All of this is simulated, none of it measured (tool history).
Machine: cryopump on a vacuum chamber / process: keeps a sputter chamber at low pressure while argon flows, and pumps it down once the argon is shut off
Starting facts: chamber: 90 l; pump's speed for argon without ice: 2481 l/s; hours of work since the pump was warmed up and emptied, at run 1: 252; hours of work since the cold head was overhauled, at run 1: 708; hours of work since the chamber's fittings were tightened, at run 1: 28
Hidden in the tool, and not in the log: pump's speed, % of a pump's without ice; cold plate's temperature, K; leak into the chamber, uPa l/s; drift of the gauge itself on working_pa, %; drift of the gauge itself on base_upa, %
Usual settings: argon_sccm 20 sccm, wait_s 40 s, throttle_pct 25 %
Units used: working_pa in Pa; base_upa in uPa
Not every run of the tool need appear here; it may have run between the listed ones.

run	hour	argon_sccm	wait_s	throttle_pct	hours of work since the pump was warmed up and emptied	hours of work since the cold head was overhauled	hours of work since the chamber's fittings were tightened	working_pa	base_upa
1	0	20	40	25	252	708	28	0.0579	1.05
2	45.3	20	40	25	288	744	64	0.0588	1.07
3	68.5	20	40	25	307	762	82	0.0601	1.11
4	106.7	20	40	25	337	792	112	0.0601	1.12
5	148.8	20	40	25	370	825	145	0.0611	1.17
6	196.4	20	40	25	407	863	183	0.0602	1.19
# hour 229.7: pump warmed up, emptied and cooled again
7	246.6	20	40	25	13	898	219	0.0549	1.1
8	288.9	20	40	25	47	932	252	0.0547	1.12
9	324.6	20	40	25	75	960	280	0.0553	1.13
10	363	20	40	25	105	990	310	0.0564	1.14
11	408.2	20	40	25	141	1026	346	0.0567	1.2
12	435.7	20	40	25	163	1048	368	0.0574	1.21
13	469	20	40	25	189	1074	394	0.0578	1.26
14	497.9	20	40	25	212	1097	417	0.0572	1.24
15	533.8	20	163	25	240	1125	445	0.0569	0.62
16	575.6	30	40	25	273	1158	478	0.0871	1.28
17	606.4	30	40	25	297	1182	503	0.0877	1.38
18	642.6	30	40	25	326	1211	531	0.0884	1.35
19	692.1	30	40	44	365	1250	570	0.055	1.41
20	723.4	30	21	27	390	1275	595	0.0852	2.23
21	756.7	24	115	20	416	1301	621	0.0905	0.93
# hour 775.6: pump warmed up, emptied and cooled again
22	789.2	37	53	18	11	1323	643	0.1407	1.1
23	827.1	37	133	30	41	1353	673	0.0849	0.73
24	873.5	35	40	16	77	1389	709	0.1509	1.36
25	917.5	35	40	16	112	1424	744	0.1527	1.4
26	955.1	35	40	16	142	1454	774	0.1517	1.42
27	1000.4	38	166	48	177	1489	809	0.058	0.81
28	1022.6	22	277	48	195	1507	827	0.0342	0.71
29	1072.4	22	277	48	234	1546	866	0.0346	0.8
30	1102.5	22	277	38	258	1570	890	0.0428	0.81
31	1143.3	11	61	32	290	1602	922	0.0249	1.25
32	1168.7	13	131	59	310	1622	942	0.0177	0.98
33	1194	27	117	16	330	1642	962	0.1225	1.07

The same runs without the tool's hidden state, with the same run-to-run variation:
run	working_pa	base_upa
1	0.0543	0.99
2	0.0547	0.99
3	0.0556	1.01
4	0.0551	1
5	0.0553	1.01
6	0.0537	0.99
7	0.0545	0.99
8	0.054	0.99
9	0.0543	0.98
10	0.055	0.96
11	0.0549	0.99
12	0.0553	0.99
13	0.0554	1.01
14	0.0543	0.98
15	0.0536	0.32
16	0.0815	0.96
17	0.0814	1.02
18	0.0813	0.97
19	0.0468	0.98
20	0.0762	1.78
21	0.0826	0.43
22	0.1401	0.78
23	0.0837	0.38
24	0.149	0.99
25	0.15	0.99
26	0.1484	0.99
27	0.0535	0.34
28	0.0313	0.23
29	0.0311	0.26
30	0.0388	0.24
31	0.0226	0.67
32	0.0148	0.37
33	0.116	0.43

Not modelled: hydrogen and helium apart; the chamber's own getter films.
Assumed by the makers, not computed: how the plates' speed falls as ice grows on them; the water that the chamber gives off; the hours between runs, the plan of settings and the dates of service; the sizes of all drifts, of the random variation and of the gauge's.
